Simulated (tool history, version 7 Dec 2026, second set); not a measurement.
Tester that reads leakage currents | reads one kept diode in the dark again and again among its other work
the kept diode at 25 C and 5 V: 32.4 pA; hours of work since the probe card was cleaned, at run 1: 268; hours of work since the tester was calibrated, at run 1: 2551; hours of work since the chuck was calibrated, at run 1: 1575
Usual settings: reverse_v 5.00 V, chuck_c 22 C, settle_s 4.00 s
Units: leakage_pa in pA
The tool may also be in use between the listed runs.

| run | hour | reverse_v | chuck_c | settle_s | hours of work since the probe card was cleaned | hours of work since the tester was calibrated | hours of work since the chuck was calibrated | leakage_pa |
|---|---|---|---|---|---|---|---|---|
| 1 | 0.0 | 5.00 | 22 | 4.00 | 268 | 2551 | 1575 | 23.59 |
|  | 54.8 | chuck's temperature calibrated |
| 2 | 115.6 | 5.00 | 22 | 4.00 | 323 | 2606 | 29 | 27.13 |
| 3 | 279.5 | 5.00 | 26 | 4.00 | 402 | 2686 | 109 | 37.97 |
| 4 | 460.3 | 5.00 | 22 | 4.00 | 489 | 2773 | 196 | 27.48 |
| 5 | 553.5 | 5.00 | 22 | 4.00 | 534 | 2818 | 241 | 27.62 |
| 6 | 724.7 | 5.00 | 22 | 3.26 | 617 | 2901 | 324 | 27.94 |
| 7 | 823.3 | 5.00 | 22 | 1.64 | 665 | 2948 | 371 | 28.02 |
| 8 | 997.9 | 5.00 | 22 | 4.00 | 749 | 3033 | 456 | 28.06 |
| 9 | 1148.3 | 8.32 | 22 | 4.00 | 822 | 3105 | 528 | 37.71 |
| 10 | 1339.9 | 8.32 | 22 | 4.00 | 914 | 3198 | 621 | 38.00 |
| 11 | 1474.3 | 5.00 | 22 | 0.72 | 979 | 3263 | 686 | 28.78 |
| 12 | 1644.6 | 5.00 | 22 | 0.72 | 1061 | 3345 | 768 | 29.28 |
| 13 | 1804.8 | 5.00 | 22 | 1.19 | 1139 | 3422 | 845 | 29.34 |
| 14 | 1890.6 | 1.16 | 22 | 4.00 | 1180 | 3464 | 887 | 13.17 |
|  | 1905.0 | probe card cleaned and baked |
| 15 | 2040.7 | 1.16 | 22 | 4.00 | 66 | 3535 | 958 | 11.78 |
| 16 | 2238.5 | 1.16 | 22 | 4.00 | 161 | 3630 | 1053 | 11.56 |
| 17 | 2379.4 | 5.00 | 22 | 4.00 | 229 | 3698 | 1122 | 23.85 |
| 18 | 2487.8 | 5.00 | 22 | 4.00 | 282 | 3751 | 1174 | 24.12 |
| 19 | 2664.9 | 5.00 | 22 | 4.00 | 367 | 3836 | 1259 | 24.32 |
| 20 | 2758.6 | 5.00 | 22 | 4.00 | 412 | 3882 | 1305 | 24.41 |
|  | 2880.7 | tester calibrated |
| 21 | 2908.5 | 5.00 | 22 | 4.00 | 484 | 13 | 1376 | 24.32 |
| 22 | 3026.1 | 5.00 | 22 | 4.00 | 541 | 70 | 1433 | 24.42 |
| 23 | 3158.2 | 7.22 | 43 | 4.00 | 604 | 134 | 1497 | 156.15 |
| 24 | 3303.3 | 11.23 | 23 | 4.00 | 675 | 204 | 1567 | 41.89 |
|  | 3375.2 | chuck's temperature calibrated |
| 25 | 3449.4 | 1.95 | 49 | 4.00 | 744 | 274 | 36 | 148.55 |
| 26 | 3620.3 | 6.76 | 21 | 4.00 | 827 | 356 | 118 | 31.29 |
| 27 | 3726.7 | 5.00 | 22 | 7.03 | 878 | 408 | 170 | 28.61 |
| 28 | 3859.8 | 4.94 | 22 | 1.54 | 942 | 472 | 234 | 28.75 |
| 29 | 4035.9 | 4.83 | 57 | 1.54 | 1027 | 557 | 319 | 403.45 |
| 30 | 4147.7 | 2.55 | 57 | 6.74 | 1081 | 611 | 373 | 295.51 |
| 31 | 4310.0 | 13.53 | 57 | 6.78 | 1160 | 690 | 452 | 651.16 |
|  | 4375.0 | probe card cleaned and baked |
| 32 | 4448.9 | 13.53 | 57 | 6.78 | 36 | 755 | 517 | 633.26 |
| 33 | 4534.7 | 13.53 | 57 | 6.78 | 77 | 797 | 559 | 631.96 |
| 34 | 4726.2 | 10.17 | 22 | 2.41 | 170 | 889 | 651 | 34.68 |
| 35 | 4829.4 | 4.23 | 22 | 0.67 | 219 | 939 | 701 | 22.78 |
| 36 | 4932.3 | 2.54 | 59 | 2.25 | 269 | 989 | 751 | 329.05 |
| 37 | 5063.8 | 1.02 | 37 | 1.37 | 333 | 1052 | 814 | 40.02 |
| 38 | 5176.7 | 5.00 | 22 | 4.06 | 387 | 1107 | 869 | 24.80 |
| 39 | 5371.8 | 4.36 | 58 | 0.32 | 482 | 1201 | 963 | 389.90 |
| 40 | 5568.5 | 3.25 | 37 | 0.31 | 577 | 1296 | 1058 | 69.29 |

Forecast each of these 3 alternatives for the next run:
| A | 5696.8 | 3.25 | 38 | 0.31 | 639 | 1358 | 1120 | ? |
| B | 5696.8 | 12.34 | 42 | 0.31 | 639 | 1358 | 1120 | ? |
| C | 5696.8 | 5.00 | 22 | 3.52 | 639 | 1358 | 1120 | ? |

| run | leakage_pa |
|---|---|
| A | 74.90 |
| B | 194.56 |
| C | 25.43 |
Without the tool's hidden state the same runs would have given:
| run | leakage_pa |
|---|---|
| A | 80.14 |
| B | 205.03 |
| C | 24.87 |

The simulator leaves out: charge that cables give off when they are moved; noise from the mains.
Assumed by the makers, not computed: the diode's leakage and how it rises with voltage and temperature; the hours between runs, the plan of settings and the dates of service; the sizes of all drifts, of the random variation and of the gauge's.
